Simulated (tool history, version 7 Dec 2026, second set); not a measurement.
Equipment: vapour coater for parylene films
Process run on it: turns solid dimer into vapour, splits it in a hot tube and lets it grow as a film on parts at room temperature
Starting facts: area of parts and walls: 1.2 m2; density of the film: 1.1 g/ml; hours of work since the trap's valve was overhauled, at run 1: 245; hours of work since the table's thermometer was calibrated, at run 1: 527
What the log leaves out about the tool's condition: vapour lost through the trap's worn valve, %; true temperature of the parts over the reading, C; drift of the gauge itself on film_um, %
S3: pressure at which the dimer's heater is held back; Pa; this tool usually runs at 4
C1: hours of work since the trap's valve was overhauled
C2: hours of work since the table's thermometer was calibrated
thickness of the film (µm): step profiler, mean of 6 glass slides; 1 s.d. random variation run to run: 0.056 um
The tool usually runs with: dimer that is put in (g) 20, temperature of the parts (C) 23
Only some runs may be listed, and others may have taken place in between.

run 1 hour=0 | dimer_that_is_put_in_(g)=20 temperature_of_the_parts_(C)=23 S3=4 | C1=245 C2=527 | thickness_of_the_film_(µm)=9.13
run 2 hour=33 | dimer_that_is_put_in_(g)=20 temperature_of_the_parts_(C)=23 S3=4 | C1=266 C2=549 | thickness_of_the_film_(µm)=9.1
run 3 hour=59.5 | dimer_that_is_put_in_(g)=26 temperature_of_the_parts_(C)=23 S3=4 | C1=284 C2=566 | thickness_of_the_film_(µm)=11.89
run 4 hour=84.5 | dimer_that_is_put_in_(g)=26 temperature_of_the_parts_(C)=23 S3=4 | C1=300 C2=582 | thickness_of_the_film_(µm)=11.8
run 5 hour=102.5 | dimer_that_is_put_in_(g)=26 temperature_of_the_parts_(C)=23 S3=4 | C1=312 C2=594 | thickness_of_the_film_(µm)=11.81
run 6 hour=124.1 | dimer_that_is_put_in_(g)=26 temperature_of_the_parts_(C)=23 S3=4 | C1=326 C2=608 | thickness_of_the_film_(µm)=12.02
run 7 hour=144.6 | dimer_that_is_put_in_(g)=26 temperature_of_the_parts_(C)=23 S3=4 | C1=340 C2=622 | thickness_of_the_film_(µm)=11.81
run 8 hour=171.1 | dimer_that_is_put_in_(g)=20 temperature_of_the_parts_(C)=21 S3=4 | C1=357 C2=639 | thickness_of_the_film_(µm)=9.87
run 9 hour=191.6 | dimer_that_is_put_in_(g)=20 temperature_of_the_parts_(C)=23 S3=4 | C1=371 C2=653 | thickness_of_the_film_(µm)=9.12
run 10 hour=206.6 | dimer_that_is_put_in_(g)=20 temperature_of_the_parts_(C)=23 S3=4 | C1=381 C2=663 | thickness_of_the_film_(µm)=9.05
run 11 hour=223.4 | dimer_that_is_put_in_(g)=20 temperature_of_the_parts_(C)=23 S3=4 | C1=392 C2=674 | thickness_of_the_film_(µm)=9.15
run 12 hour=246.1 | dimer_that_is_put_in_(g)=20 temperature_of_the_parts_(C)=23 S3=4 | C1=406 C2=689 | thickness_of_the_film_(µm)=9.06
run 13 hour=269.4 | dimer_that_is_put_in_(g)=20 temperature_of_the_parts_(C)=23 S3=4 | C1=422 C2=704 | thickness_of_the_film_(µm)=9.16
run 14 hour=299.8 | dimer_that_is_put_in_(g)=20 temperature_of_the_parts_(C)=23 S3=4 | C1=442 C2=724 | thickness_of_the_film_(µm)=9.02
-- hour=324.4 trap's valve overhauled
run 15 hour=325.7 | dimer_that_is_put_in_(g)=20 temperature_of_the_parts_(C)=23 S3=4 | C1=1 C2=738 | thickness_of_the_film_(µm)=9.13
run 16 hour=341 | dimer_that_is_put_in_(g)=18 temperature_of_the_parts_(C)=23 S3=4 | C1=11 C2=748 | thickness_of_the_film_(µm)=8.23
run 17 hour=364.3 | dimer_that_is_put_in_(g)=18 temperature_of_the_parts_(C)=23 S3=4 | C1=26 C2=764 | thickness_of_the_film_(µm)=8.2
run 18 hour=391.9 | dimer_that_is_put_in_(g)=20 temperature_of_the_parts_(C)=23 S3=10.38 | C1=44 C2=782 | thickness_of_the_film_(µm)=7.35
run 19 hour=407.2 | dimer_that_is_put_in_(g)=20 temperature_of_the_parts_(C)=23 S3=10.04 | C1=54 C2=792 | thickness_of_the_film_(µm)=7.3
run 20 hour=434.1 | dimer_that_is_put_in_(g)=26 temperature_of_the_parts_(C)=23 S3=4 | C1=72 C2=810 | thickness_of_the_film_(µm)=11.91
run 21 hour=454.4 | dimer_that_is_put_in_(g)=26 temperature_of_the_parts_(C)=23 S3=4 | C1=85 C2=823 | thickness_of_the_film_(µm)=12.07
run 22 hour=471.3 | dimer_that_is_put_in_(g)=26 temperature_of_the_parts_(C)=23 S3=4 | C1=97 C2=834 | thickness_of_the_film_(µm)=11.83
run 23 hour=484.8 | dimer_that_is_put_in_(g)=9 temperature_of_the_parts_(C)=22 S3=4.72 | C1=105 C2=843 | thickness_of_the_film_(µm)=4.16
run 24 hour=509.1 | dimer_that_is_put_in_(g)=14 temperature_of_the_parts_(C)=25 S3=4.72 | C1=121 C2=859 | thickness_of_the_film_(µm)=5.66
run 25 hour=535.9 | dimer_that_is_put_in_(g)=14 temperature_of_the_parts_(C)=25 S3=4.72 | C1=139 C2=876 | thickness_of_the_film_(µm)=5.7
run 26 hour=559 | dimer_that_is_put_in_(g)=27 temperature_of_the_parts_(C)=23 S3=2.37 | C1=154 C2=892 | thickness_of_the_film_(µm)=14.09
run 27 hour=576.8 | dimer_that_is_put_in_(g)=27 temperature_of_the_parts_(C)=23 S3=2.37 | C1=166 C2=903 | thickness_of_the_film_(µm)=14.03
run 28 hour=609.7 | dimer_that_is_put_in_(g)=27 temperature_of_the_parts_(C)=23 S3=2.37 | C1=187 C2=925 | thickness_of_the_film_(µm)=14.03
run 29 hour=623.8 | dimer_that_is_put_in_(g)=10 temperature_of_the_parts_(C)=21 S3=2.91 | C1=197 C2=934 | thickness_of_the_film_(µm)=5.34
run 30 hour=650.8 | dimer_that_is_put_in_(g)=27 temperature_of_the_parts_(C)=23 S3=3.54 | C1=214 C2=952 | thickness_of_the_film_(µm)=12.64
run 31 hour=669.4 | dimer_that_is_put_in_(g)=27 temperature_of_the_parts_(C)=34 S3=3.54 | C1=227 C2=964 | thickness_of_the_film_(µm)=8.12
run 32 hour=695.9 | dimer_that_is_put_in_(g)=8 temperature_of_the_parts_(C)=26 S3=3.14 | C1=244 C2=982 | thickness_of_the_film_(µm)=3.46
run 33 hour=719.9 | dimer_that_is_put_in_(g)=20 temperature_of_the_parts_(C)=26 S3=4 | C1=260 C2=997 | thickness_of_the_film_(µm)=8
run 34 hour=746.3 | dimer_that_is_put_in_(g)=20 temperature_of_the_parts_(C)=26 S3=4 | C1=277 C2=1015 | thickness_of_the_film_(µm)=8.08
run 35 hour=767.7 | dimer_that_is_put_in_(g)=20 temperature_of_the_parts_(C)=26 S3=4 | C1=291 C2=1029 | thickness_of_the_film_(µm)=8.09
run 36 hour=790.1 | dimer_that_is_put_in_(g)=19 temperature_of_the_parts_(C)=20 S3=4.88 | C1=306 C2=1043 | thickness_of_the_film_(µm)=9.32
run 37 hour=809.6 | dimer_that_is_put_in_(g)=19 temperature_of_the_parts_(C)=20 S3=4.88 | C1=319 C2=1056 | thickness_of_the_film_(µm)=9.29
run 38 hour=842.4 | dimer_that_is_put_in_(g)=19 temperature_of_the_parts_(C)=20 S3=4.88 | C1=340 C2=1078 | thickness_of_the_film_(µm)=9.23
run 39 hour=870.1 | dimer_that_is_put_in_(g)=19 temperature_of_the_parts_(C)=20 S3=4.88 | C1=359 C2=1096 | thickness_of_the_film_(µm)=9.33

What if the next run were any one of these 3? Each begins from the tool's condition after run 39:
run A hour=899.6 | dimer_that_is_put_in_(g)=31 temperature_of_the_parts_(C)=20 S3=4.88 | C1=378 C2=1115 | thickness_of_the_film_(µm)=?
run B hour=899.6 | dimer_that_is_put_in_(g)=19 temperature_of_the_parts_(C)=30 S3=4.88 | C1=378 C2=1115 | thickness_of_the_film_(µm)=?
run C hour=899.6 | dimer_that_is_put_in_(g)=19 temperature_of_the_parts_(C)=20 S3=2.58 | C1=378 C2=1115 | thickness_of_the_film_(µm)=?

run=A thickness_of_the_film_(µm)=15.14
run=B thickness_of_the_film_(µm)=6.21
run=C thickness_of_the_film_(µm)=10.85
What these runs would have given with no unlogged condition in the tool:
run=A thickness_of_the_film_(µm)=15.19
run=B thickness_of_the_film_(µm)=6.23
run=C thickness_of_the_film_(µm)=10.88

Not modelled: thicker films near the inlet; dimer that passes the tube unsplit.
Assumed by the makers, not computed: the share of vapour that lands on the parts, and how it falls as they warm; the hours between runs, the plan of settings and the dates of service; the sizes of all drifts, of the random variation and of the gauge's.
